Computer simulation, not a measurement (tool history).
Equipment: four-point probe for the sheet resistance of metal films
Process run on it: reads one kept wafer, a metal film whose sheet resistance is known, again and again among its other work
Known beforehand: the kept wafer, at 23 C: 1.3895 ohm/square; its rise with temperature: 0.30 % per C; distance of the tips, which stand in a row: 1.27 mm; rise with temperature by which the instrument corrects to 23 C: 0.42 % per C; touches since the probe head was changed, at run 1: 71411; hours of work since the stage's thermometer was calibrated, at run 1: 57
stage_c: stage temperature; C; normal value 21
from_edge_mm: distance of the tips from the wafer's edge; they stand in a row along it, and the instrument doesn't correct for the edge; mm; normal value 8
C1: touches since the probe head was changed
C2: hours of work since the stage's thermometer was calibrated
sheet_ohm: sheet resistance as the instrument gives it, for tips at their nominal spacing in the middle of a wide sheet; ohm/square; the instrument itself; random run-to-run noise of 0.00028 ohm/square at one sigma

run 1 day=0 | stage_c=21 from_edge_mm=8 | C1=71411 C2=57 | sheet_ohm=1.416165
run 2 day=0.329 | stage_c=21 from_edge_mm=8 | C1=71746 C2=62 | sheet_ohm=1.415953
run 3 day=0.683 | stage_c=21 from_edge_mm=8 | C1=72107 C2=67 | sheet_ohm=1.415768
run 4 day=1.292 | stage_c=21 from_edge_mm=8 | C1=72724 C2=75 | sheet_ohm=1.416189
run 5 day=1.562 | stage_c=21 from_edge_mm=8 | C1=72999 C2=79 | sheet_ohm=1.415678
run 6 day=1.95 | stage_c=21 from_edge_mm=8 | C1=73393 C2=84 | sheet_ohm=1.41648
run 7 day=2.362 | stage_c=21 from_edge_mm=8 | C1=73814 C2=90 | sheet_ohm=1.416504
run 8 day=2.8 | stage_c=21 from_edge_mm=8 | C1=74256 C2=96 | sheet_ohm=1.416433
run 9 day=3.117 | stage_c=21 from_edge_mm=11 | C1=74578 C2=100 | sheet_ohm=1.407512
run 10 day=3.488 | stage_c=21 from_edge_mm=11 | C1=74957 C2=105 | sheet_ohm=1.407394
run 11 day=3.979 | stage_c=21 from_edge_mm=11 | C1=75454 C2=112 | sheet_ohm=1.407272
run 12 day=4.25 | stage_c=21 from_edge_mm=11 | C1=75730 C2=115 | sheet_ohm=1.40762
run 13 day=4.742 | stage_c=21 from_edge_mm=8 | C1=76231 C2=122 | sheet_ohm=1.41596
run 14 day=5.279 | stage_c=21 from_edge_mm=8 | C1=76776 C2=129 | sheet_ohm=1.416532
run 15 day=5.608 | stage_c=19 from_edge_mm=8 | C1=77113 C2=134 | sheet_ohm=1.419655
run 16 day=6.196 | stage_c=19 from_edge_mm=8 | C1=77711 C2=142 | sheet_ohm=1.420412
run 17 day=6.496 | stage_c=19 from_edge_mm=60 | C1=78014 C2=146 | sheet_ohm=1.40165
run 18 day=7.088 | stage_c=19 from_edge_mm=60 | C1=78614 C2=154 | sheet_ohm=1.401704
run 19 day=7.704 | stage_c=19 from_edge_mm=60 | C1=79244 C2=163 | sheet_ohm=1.40177
run 20 day=8.042 | stage_c=19 from_edge_mm=60 | C1=79585 C2=167 | sheet_ohm=1.401854
run 21 day=8.629 | stage_c=19 from_edge_mm=60 | C1=80182 C2=175 | sheet_ohm=1.401784
run 22 day=9.033 | stage_c=24 from_edge_mm=60 | C1=80593 C2=181 | sheet_ohm=1.393573
run 23 day=9.438 | stage_c=21 from_edge_mm=8 | C1=81002 C2=186 | sheet_ohm=1.416838
run 24 day=9.842 | stage_c=26 from_edge_mm=21 | C1=81416 C2=192 | sheet_ohm=1.392478
run 25 day=10.158 | stage_c=28 from_edge_mm=8 | C1=81738 C2=196 | sheet_ohm=1.405668
run 26 day=10.608 | stage_c=30 from_edge_mm=23 | C1=82195 C2=202 | sheet_ohm=1.386293
run 27 day=10.921 | stage_c=30 from_edge_mm=23 | C1=82510 C2=206 | sheet_ohm=1.3857
run 28 day=11.55 | stage_c=23 from_edge_mm=43 | C1=83152 C2=215 | sheet_ohm=1.39561
run 29 day=12.071 | stage_c=29 from_edge_mm=51 | C1=83680 C2=222 | sheet_ohm=1.385791
run 30 day=12.583 | stage_c=30 from_edge_mm=39 | C1=84203 C2=229 | sheet_ohm=1.384754
run 31 day=13.162 | stage_c=24 from_edge_mm=61 | C1=84792 C2=237 | sheet_ohm=1.393418
run 32 day=13.767 | stage_c=34 from_edge_mm=4 | C1=85404 C2=245 | sheet_ohm=1.448335
run 33 day=14.104 | stage_c=27 from_edge_mm=46 | C1=85748 C2=250 | sheet_ohm=1.389396
run 34 day=14.675 | stage_c=25 from_edge_mm=21 | C1=86330 C2=258 | sheet_ohm=1.394524
run 35 day=14.988 | stage_c=21 from_edge_mm=13 | C1=86644 C2=262 | sheet_ohm=1.40656
run 36 day=15.442 | stage_c=32 from_edge_mm=48 | C1=87109 C2=268 | sheet_ohm=1.381453
run 37 day=15.758 | stage_c=19 from_edge_mm=63 | C1=87430 C2=273 | sheet_ohm=1.402481
run 38 day=16.238 | stage_c=19 from_edge_mm=63 | C1=87918 C2=279 | sheet_ohm=1.402284
run 39 day=16.5 | stage_c=21 from_edge_mm=35 | C1=88185 C2=283 | sheet_ohm=1.399895
run 40 day=16.858 | stage_c=21 from_edge_mm=18 | C1=88549 C2=288 | sheet_ohm=1.402903
run 41 day=17.388 | stage_c=29 from_edge_mm=3 | C1=89085 C2=295 | sheet_ohm=1.506621
run 42 day=17.996 | stage_c=29 from_edge_mm=3 | C1=89706 C2=303 | sheet_ohm=1.506471
run 43 day=18.45 | stage_c=29 from_edge_mm=3 | C1=90165 C2=309 | sheet_ohm=1.506823
run 44 day=18.775 | stage_c=33 from_edge_mm=6 | C1=90496 C2=314 | sheet_ohm=1.412356
run 45 day=19.083 | stage_c=21 from_edge_mm=13 | C1=90811 C2=318 | sheet_ohm=1.406212

Results per run with the tool's hidden condition removed, run-to-run variation unchanged:
Unlogged tool condition in this case: inner tips' distance over the nominal, %; tips' flats over new ones', %; wafer's true temperature over the reading, C; drift of the gauge itself on sheet_ohm, %.
run=1 sheet_ohm=1.411744
run=2 sheet_ohm=1.411502
run=3 sheet_ohm=1.411282
run=4 sheet_ohm=1.411643
run=5 sheet_ohm=1.411107
run=6 sheet_ohm=1.41187
run=7 sheet_ohm=1.411848
run=8 sheet_ohm=1.41173
run=9 sheet_ohm=1.402804
run=10 sheet_ohm=1.402648
run=11 sheet_ohm=1.402476
run=12 sheet_ohm=1.402791
run=13 sheet_ohm=1.411054
run=14 sheet_ohm=1.41157
run=15 sheet_ohm=1.414643
run=16 sheet_ohm=1.415336
run=17 sheet_ohm=1.396607
run=18 sheet_ohm=1.396604
run=19 sheet_ohm=1.396607
run=20 sheet_ohm=1.396656
run=21 sheet_ohm=1.39653
run=22 sheet_ohm=1.38832
run=23 sheet_ohm=1.411457
run=24 sheet_ohm=1.387156
run=25 sheet_ohm=1.400274
run=26 sheet_ohm=1.38093
run=27 sheet_ohm=1.380307
run=28 sheet_ohm=1.390095
run=29 sheet_ohm=1.380279
run=30 sheet_ohm=1.379194
run=31 sheet_ohm=1.387747
run=32 sheet_ohm=1.442428
run=33 sheet_ohm=1.383655
run=34 sheet_ohm=1.388697
run=35 sheet_ohm=1.400642
run=36 sheet_ohm=1.375625
run=37 sheet_ohm=1.396494
run=38 sheet_ohm=1.396252
run=39 sheet_ohm=1.393851
run=40 sheet_ohm=1.396813
run=41 sheet_ohm=1.500089
run=42 sheet_ohm=1.499877
run=43 sheet_ohm=1.500176
run=44 sheet_ohm=1.406078
run=45 sheet_ohm=1.399885
